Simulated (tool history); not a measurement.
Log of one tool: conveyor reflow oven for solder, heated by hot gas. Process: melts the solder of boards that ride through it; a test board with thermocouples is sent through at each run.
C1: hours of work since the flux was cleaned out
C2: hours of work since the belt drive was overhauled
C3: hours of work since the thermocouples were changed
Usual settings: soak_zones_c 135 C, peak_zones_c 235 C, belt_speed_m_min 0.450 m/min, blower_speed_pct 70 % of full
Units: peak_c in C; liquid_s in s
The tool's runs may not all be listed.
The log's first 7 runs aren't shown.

Run 8, hour 65.8: usual settings but blower_speed_pct 82 % of full; C1 361; C2 83; C3 553. Result: peak_c 217.3 C, liquid_s 69.0 s.
At hour 73.2: flux residue cleaned out of gas plates and filters.
Run 9, hour 81.9: usual settings but blower_speed_pct 82 % of full; C1 5; C2 90; C3 560. Result: peak_c 219.8 C, liquid_s 71.3 s.
Run 10, hour 92.1: usual settings but blower_speed_pct 75 % of full; C1 12; C2 96; C3 566. Result: peak_c 217.6 C, liquid_s 69.3 s.
Run 11, hour 99.8: usual settings but blower_speed_pct 75 % of full; C1 16; C2 101; C3 571. Result: peak_c 218.0 C, liquid_s 69.4 s.
Run 12, hour 106.5: usual settings but belt_speed_m_min 0.524 m/min; C1 21; C2 105; C3 575. Result: peak_c 210.8 C, liquid_s 51.9 s.
Run 13, hour 112.3: usual settings but soak_zones_c 142 C; C1 24; C2 109; C3 579. Result: peak_c 217.9 C, liquid_s 72.3 s.
Run 14, hour 118.8: usual settings but soak_zones_c 142 C, belt_speed_m_min 0.437 m/min; C1 28; C2 113; C3 583. Result: peak_c 218.7 C, liquid_s 75.2 s.
Run 15, hour 131.7: usual settings but soak_zones_c 142 C, belt_speed_m_min 0.437 m/min; C1 36; C2 121; C3 591. Result: peak_c 218.5 C, liquid_s 75.4 s.
Run 16, hour 138.3: usual settings but soak_zones_c 142 C, belt_speed_m_min 0.379 m/min; C1 40; C2 125; C3 595. Result: peak_c 222.7 C, liquid_s 91.6 s.
Run 17, hour 145.2: usual settings but soak_zones_c 134 C, peak_zones_c 245 C; C1 45; C2 129; C3 599. Result: peak_c 225.3 C, liquid_s 74.8 s.
Run 18, hour 150.4: usual settings but soak_zones_c 124 C, belt_speed_m_min 0.510 m/min, blower_speed_pct 64 % of full; C1 48; C2 133; C3 602. Result: peak_c 207.4 C, liquid_s 45.3 s.
Run 19, hour 161.2: usual settings but peak_zones_c 245 C; C1 54; C2 139; C3 609. Result: peak_c 225.0 C, liquid_s 75.1 s.
Run 20, hour 172.8: usual settings but peak_zones_c 245 C; C1 62; C2 146; C3 616. Result: peak_c 224.6 C, liquid_s 75.1 s.
Run 21, hour 183.2: usual settings but peak_zones_c 229 C, blower_speed_pct 89 % of full; C1 68; C2 153; C3 623. Result: peak_c 214.4 C, liquid_s 68.0 s.
Run 22, hour 194.8: usual settings but belt_speed_m_min 0.483 m/min; C1 75; C2 160; C3 630. Result: peak_c 213.5 C, liquid_s 59.9 s.
Run 23, hour 201.0: usual settings but belt_speed_m_min 0.483 m/min; C1 79; C2 164; C3 634. Result: peak_c 213.7 C, liquid_s 60.2 s.
Run 24, hour 212.4: usual settings but soak_zones_c 143 C, peak_zones_c 244 C; C1 86; C2 171; C3 641. Result: peak_c 225.5 C, liquid_s 79.0 s.
Run 25, hour 222.4: usual settings but belt_speed_m_min 0.457 m/min; C1 92; C2 177; C3 647. Result: peak_c 215.5 C, liquid_s 65.7 s.
Run 26, hour 232.3: usual settings but soak_zones_c 121 C, belt_speed_m_min 0.510 m/min; C1 99; C2 183; C3 653. Result: peak_c 208.1 C, liquid_s 46.3 s.
Run 27, hour 238.2: usual settings but soak_zones_c 121 C, belt_speed_m_min 0.510 m/min; C1 102; C2 187; C3 657. Result: peak_c 208.4 C, liquid_s 46.0 s.
Run 28, hour 250.1: usual settings but soak_zones_c 133 C, peak_zones_c 249 C, belt_speed_m_min 0.510 m/min; C1 110; C2 194; C3 664. Result: peak_c 222.2 C, liquid_s 63.3 s.
Run 29, hour 257.1: usual settings but soak_zones_c 122 C, peak_zones_c 237 C, belt_speed_m_min 0.377 m/min, blower_speed_pct 73 % of full; C1 114; C2 199; C3 669. Result: peak_c 222.1 C, liquid_s 83.0 s.
Run 30, hour 264.0: usual settings but belt_speed_m_min 0.420 m/min; C1 118; C2 203; C3 673. Result: peak_c 217.9 C, liquid_s 75.0 s.
Run 31, hour 274.9: usual settings but peak_zones_c 243 C; C1 125; C2 210; C3 680. Result: peak_c 222.8 C, liquid_s 73.1 s.

Forecast each of these 3 alternatives for the next run:
Run A, hour 281.2: usual settings but peak_zones_c 243 C, blower_speed_pct 51 % of full; C1 129; C2 214; C3 683. Result: peak_c ?, liquid_s ?.
Run B, hour 281.2: usual settings but peak_zones_c 248 C; C1 129; C2 214; C3 683. Result: peak_c ?, liquid_s ?.
Run C, hour 281.2: usual settings but soak_zones_c 127 C, peak_zones_c 228 C, belt_speed_m_min 0.408 m/min; C1 129; C2 214; C3 683. Result: peak_c ?, liquid_s ?.

run  peak_c  liquid_s
  A   216.1      65.8
  B   226.7      76.8
  C   211.3      66.8
Without the tool's hidden state the same runs would have given:
run  peak_c  liquid_s
  A   217.8      67.2
  B   228.6      77.9
  C   213.1      68.8
